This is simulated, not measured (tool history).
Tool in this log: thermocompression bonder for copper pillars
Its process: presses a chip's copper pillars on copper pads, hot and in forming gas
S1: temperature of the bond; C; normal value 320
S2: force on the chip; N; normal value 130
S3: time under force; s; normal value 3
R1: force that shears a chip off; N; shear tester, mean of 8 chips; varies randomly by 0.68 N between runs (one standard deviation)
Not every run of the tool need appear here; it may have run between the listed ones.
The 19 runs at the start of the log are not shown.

run 20 hour=697.9 | S1=320 S2=80 S3=3 | R1=64.5
run 21 hour=732.0 | S1=320 S2=134 S3=4 | R1=105.1
run 22 hour=762.4 | S1=318 S2=87 S3=3 | R1=68.0
run 23 hour=809.9 | S1=301 S2=125 S3=3 | R1=84.8
run 24 hour=855.9 | S1=298 S2=125 S3=3 | R1=82.6
run 25 hour=908.1 | S1=304 S2=125 S3=2 | R1=76.0
run 26 hour=937.9 | S1=294 S2=128 S3=2 | R1=72.6
run 27 hour=966.0 | S1=294 S2=128 S3=2 | R1=71.9
run 28 hour=1007.3 | S1=338 S2=128 S3=7 | R1=114.5
run 29 hour=1029.7 | S1=298 S2=171 S3=3 | R1=102.2
run 30 hour=1064.5 | S1=329 S2=128 S3=8 | R1=114.2
run 31 hour=1111.2 | S1=317 S2=85 S3=2 | R1=55.8
run 32 hour=1158.1 | S1=329 S2=180 S3=2 | R1=106.5
run 33 hour=1210.2 | S1=329 S2=180 S3=2 | R1=106.1
run 34 hour=1247.0 | S1=329 S2=180 S3=2 | R1=107.4
run 35 hour=1270.7 | S1=336 S2=98 S3=6 | R1=97.9
-- hour=1281.5 forming gas filter changed
run 36 hour=1299.7 | S1=320 S2=85 S3=3 | R1=70.8
run 37 hour=1342.2 | S1=320 S2=85 S3=3 | R1=70.2
run 38 hour=1384.3 | S1=318 S2=161 S3=6 | R1=121.3
run 39 hour=1411.8 | S1=304 S2=98 S3=5 | R1=83.2
run 40 hour=1464.4 | S1=336 S2=86 S3=5 | R1=90.1

Alternative continuations, all from the tool just after run 40; predict every row:
run A hour=1507.1 | S1=321 S2=86 S3=5 | R1=?
run B hour=1507.1 | S1=305 S2=129 S3=3 | R1=?
run C hour=1507.1 | S1=297 S2=130 S3=3 | R1=?

run=A R1=83.4
run=B R1=91.9
run=C R1=88.9
Without the tool's hidden state the same runs would have given:
run=A R1=80.1
run=B R1=88.8
run=C R1=85.5

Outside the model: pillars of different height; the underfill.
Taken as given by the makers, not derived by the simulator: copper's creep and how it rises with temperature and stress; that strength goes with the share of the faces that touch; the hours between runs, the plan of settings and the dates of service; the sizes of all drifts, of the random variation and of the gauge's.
